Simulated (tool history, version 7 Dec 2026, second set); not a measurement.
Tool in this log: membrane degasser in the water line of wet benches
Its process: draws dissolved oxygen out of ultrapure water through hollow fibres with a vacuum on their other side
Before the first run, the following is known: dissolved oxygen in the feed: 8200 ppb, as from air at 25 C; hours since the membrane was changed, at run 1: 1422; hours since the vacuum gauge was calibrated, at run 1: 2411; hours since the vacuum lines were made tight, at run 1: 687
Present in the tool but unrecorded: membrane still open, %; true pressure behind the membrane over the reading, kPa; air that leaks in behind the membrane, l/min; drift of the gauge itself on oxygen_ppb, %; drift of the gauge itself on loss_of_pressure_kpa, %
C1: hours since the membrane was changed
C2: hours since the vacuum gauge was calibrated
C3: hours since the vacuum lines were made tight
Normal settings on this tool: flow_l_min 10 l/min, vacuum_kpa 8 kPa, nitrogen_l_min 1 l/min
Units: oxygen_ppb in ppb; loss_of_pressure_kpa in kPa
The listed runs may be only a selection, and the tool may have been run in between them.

{"run": 1, "hour": 0.0, "flow_l_min": 10, "vacuum_kpa": 8, "nitrogen_l_min": 1, "C1": 1422, "C2": 2411, "C3": 687, "oxygen_ppb": 149.8, "loss_of_pressure_kpa": 56.2}
{"run": 2, "hour": 27.9, "flow_l_min": 10, "vacuum_kpa": 8, "nitrogen_l_min": 1, "C1": 1450, "C2": 2439, "C3": 715, "oxygen_ppb": 152.8, "loss_of_pressure_kpa": 55.99}
{"run": 3, "hour": 55.5, "flow_l_min": 10, "vacuum_kpa": 8, "nitrogen_l_min": 1, "C1": 1477, "C2": 2466, "C3": 743, "oxygen_ppb": 155.5, "loss_of_pressure_kpa": 56}
{"run": 4, "hour": 74.9, "flow_l_min": 10, "vacuum_kpa": 8, "nitrogen_l_min": 0.7, "C1": 1497, "C2": 2486, "C3": 762, "oxygen_ppb": 199.2, "loss_of_pressure_kpa": 56.25}
{"run": 5, "hour": 105.5, "flow_l_min": 10, "vacuum_kpa": 8, "nitrogen_l_min": 0.7, "C1": 1527, "C2": 2516, "C3": 793, "oxygen_ppb": 197, "loss_of_pressure_kpa": 56.15}
{"run": 6, "hour": 143.6, "flow_l_min": 10, "vacuum_kpa": 8, "nitrogen_l_min": 0.7, "C1": 1566, "C2": 2554, "C3": 831, "oxygen_ppb": 196.3, "loss_of_pressure_kpa": 56.3}
{"run": 7, "hour": 182.0, "flow_l_min": 10, "vacuum_kpa": 8, "nitrogen_l_min": 0.7, "C1": 1604, "C2": 2593, "C3": 869, "oxygen_ppb": 197.5, "loss_of_pressure_kpa": 55.98}
{"run": 8, "hour": 201.5, "flow_l_min": 10, "vacuum_kpa": 8, "nitrogen_l_min": 0.7, "C1": 1623, "C2": 2612, "C3": 889, "oxygen_ppb": 201.5, "loss_of_pressure_kpa": 56.2}
{"run": 9, "hour": 233.5, "flow_l_min": 10, "vacuum_kpa": 8, "nitrogen_l_min": 1.97, "C1": 1655, "C2": 2644, "C3": 921, "oxygen_ppb": 100.1, "loss_of_pressure_kpa": 56.24}
{"run": 10, "hour": 264.1, "flow_l_min": 10, "vacuum_kpa": 8, "nitrogen_l_min": 1.97, "C1": 1686, "C2": 2675, "C3": 951, "oxygen_ppb": 100.7, "loss_of_pressure_kpa": 56.64}
{"run": 11, "hour": 288.7, "flow_l_min": 10, "vacuum_kpa": 17.56, "nitrogen_l_min": 1.97, "C1": 1711, "C2": 2699, "C3": 976, "oxygen_ppb": 218.9, "loss_of_pressure_kpa": 56.45}
{"run": 12, "hour": 310.7, "flow_l_min": 10, "vacuum_kpa": 17.56, "nitrogen_l_min": 1.97, "C1": 1733, "C2": 2721, "C3": 998, "oxygen_ppb": 215.7, "loss_of_pressure_kpa": 55.97}
{"run": 13, "hour": 353.0, "flow_l_min": 7, "vacuum_kpa": 17.56, "nitrogen_l_min": 1.97, "C1": 1775, "C2": 2764, "C3": 1040, "oxygen_ppb": 147.8, "loss_of_pressure_kpa": 39.45}
{"run": 14, "hour": 397.0, "flow_l_min": 7, "vacuum_kpa": 17.56, "nitrogen_l_min": 1.97, "C1": 1819, "C2": 2808, "C3": 1084, "oxygen_ppb": 143.8, "loss_of_pressure_kpa": 39.65}
{"run": 15, "hour": 419.6, "flow_l_min": 7, "vacuum_kpa": 17.56, "nitrogen_l_min": 1.97, "C1": 1842, "C2": 2830, "C3": 1107, "oxygen_ppb": 146.1, "loss_of_pressure_kpa": 39.43}
{"run": 16, "hour": 467.0, "flow_l_min": 7, "vacuum_kpa": 8, "nitrogen_l_min": 1, "C1": 1889, "C2": 2878, "C3": 1154, "oxygen_ppb": 104.7, "loss_of_pressure_kpa": 39.4}
{"hour": 469.7, "done": "vacuum gauge calibrated"}
{"run": 17, "hour": 500.6, "flow_l_min": 7, "vacuum_kpa": 8, "nitrogen_l_min": 1, "C1": 1922, "C2": 31, "C3": 1187, "oxygen_ppb": 103.9, "loss_of_pressure_kpa": 39.46}
{"run": 18, "hour": 524.1, "flow_l_min": 12, "vacuum_kpa": 10.24, "nitrogen_l_min": 1, "C1": 1946, "C2": 54, "C3": 1211, "oxygen_ppb": 254.2, "loss_of_pressure_kpa": 67.74}
{"run": 19, "hour": 548.8, "flow_l_min": 12, "vacuum_kpa": 10.24, "nitrogen_l_min": 1, "C1": 1970, "C2": 79, "C3": 1235, "oxygen_ppb": 248.9, "loss_of_pressure_kpa": 67.56}
{"run": 20, "hour": 569.3, "flow_l_min": 9, "vacuum_kpa": 13.29, "nitrogen_l_min": 1.5, "C1": 1991, "C2": 100, "C3": 1256, "oxygen_ppb": 181.1, "loss_of_pressure_kpa": 50.66}
{"run": 21, "hour": 592.2, "flow_l_min": 9, "vacuum_kpa": 14.03, "nitrogen_l_min": 1.5, "C1": 2014, "C2": 123, "C3": 1279, "oxygen_ppb": 189.8, "loss_of_pressure_kpa": 50.46}
{"run": 22, "hour": 623.1, "flow_l_min": 7, "vacuum_kpa": 15.08, "nitrogen_l_min": 1.09, "C1": 2044, "C2": 153, "C3": 1310, "oxygen_ppb": 205.6, "loss_of_pressure_kpa": 39.51}
{"hour": 666.0, "done": "vacuum gauge calibrated, once more"}
{"run": 23, "hour": 666.0, "flow_l_min": 10, "vacuum_kpa": 7.39, "nitrogen_l_min": 0.67, "C1": 2087, "C2": 0, "C3": 1352, "oxygen_ppb": 180, "loss_of_pressure_kpa": 56.49}
{"run": 24, "hour": 702.6, "flow_l_min": 10, "vacuum_kpa": 4.94, "nitrogen_l_min": 1.5, "C1": 2124, "C2": 37, "C3": 1389, "oxygen_ppb": 66.7, "loss_of_pressure_kpa": 56.32}
{"run": 25, "hour": 724.9, "flow_l_min": 10, "vacuum_kpa": 18.84, "nitrogen_l_min": 1.65, "C1": 2146, "C2": 59, "C3": 1411, "oxygen_ppb": 262.5, "loss_of_pressure_kpa": 56.82}
{"run": 26, "hour": 764.0, "flow_l_min": 10, "vacuum_kpa": 17.12, "nitrogen_l_min": 1.26, "C1": 2185, "C2": 98, "C3": 1450, "oxygen_ppb": 297.6, "loss_of_pressure_kpa": 56.61}
{"run": 27, "hour": 796.6, "flow_l_min": 10, "vacuum_kpa": 17.12, "nitrogen_l_min": 1.26, "C1": 2218, "C2": 131, "C3": 1483, "oxygen_ppb": 296.2, "loss_of_pressure_kpa": 56.6}
{"run": 28, "hour": 835.1, "flow_l_min": 10, "vacuum_kpa": 5.66, "nitrogen_l_min": 1.26, "C1": 2256, "C2": 169, "C3": 1521, "oxygen_ppb": 86.5, "loss_of_pressure_kpa": 56.74}
{"run": 29, "hour": 880.2, "flow_l_min": 10, "vacuum_kpa": 9.91, "nitrogen_l_min": 1.93, "C1": 2301, "C2": 214, "C3": 1566, "oxygen_ppb": 124.9, "loss_of_pressure_kpa": 56.41}
{"run": 30, "hour": 925.2, "flow_l_min": 10, "vacuum_kpa": 9.91, "nitrogen_l_min": 1.93, "C1": 2346, "C2": 259, "C3": 1611, "oxygen_ppb": 124, "loss_of_pressure_kpa": 56.39}
{"run": 31, "hour": 961.5, "flow_l_min": 10, "vacuum_kpa": 16.3, "nitrogen_l_min": 0.75, "C1": 2382, "C2": 295, "C3": 1648, "oxygen_ppb": 429.1, "loss_of_pressure_kpa": 56.76}

Below are 5 alternative next runs, each starting from the tool's condition after run 31. Predict each:
{"run": "A", "hour": 993.5, "flow_l_min": 12, "vacuum_kpa": 11.55, "nitrogen_l_min": 1.1, "C1": 2414, "C2": 328, "C3": 1680, "oxygen_ppb": "?", "loss_of_pressure_kpa": "?"}
{"run": "B", "hour": 993.5, "flow_l_min": 9, "vacuum_kpa": 8.16, "nitrogen_l_min": 0.59, "C1": 2414, "C2": 328, "C3": 1680, "oxygen_ppb": "?", "loss_of_pressure_kpa": "?"}
{"run": "C", "hour": 993.5, "flow_l_min": 10, "vacuum_kpa": 8.3, "nitrogen_l_min": 0.75, "C1": 2414, "C2": 328, "C3": 1680, "oxygen_ppb": "?", "loss_of_pressure_kpa": "?"}
{"run": "D", "hour": 993.5, "flow_l_min": 11, "vacuum_kpa": 8, "nitrogen_l_min": 0.97, "C1": 2414, "C2": 328, "C3": 1680, "oxygen_ppb": "?", "loss_of_pressure_kpa": "?"}
{"run": "E", "hour": 993.5, "flow_l_min": 8, "vacuum_kpa": 9.6, "nitrogen_l_min": 0.5, "C1": 2414, "C2": 328, "C3": 1680, "oxygen_ppb": "?", "loss_of_pressure_kpa": "?"}

run=A oxygen_ppb=265 loss_of_pressure_kpa=67.8
run=B oxygen_ppb=204.3 loss_of_pressure_kpa=50.92
run=C oxygen_ppb=198.8 loss_of_pressure_kpa=56.22
run=D oxygen_ppb=175.1 loss_of_pressure_kpa=62.03
run=E oxygen_ppb=252.8 loss_of_pressure_kpa=45.35
Stripped of hidden state, with their random variation kept, the same runs would have yielded:
run=A oxygen_ppb=259.7 loss_of_pressure_kpa=66.89
run=B oxygen_ppb=200.3 loss_of_pressure_kpa=50.23
run=C oxygen_ppb=194.5 loss_of_pressure_kpa=55.46
run=D oxygen_ppb=170.8 loss_of_pressure_kpa=61.19
run=E oxygen_ppb=248.6 loss_of_pressure_kpa=44.73
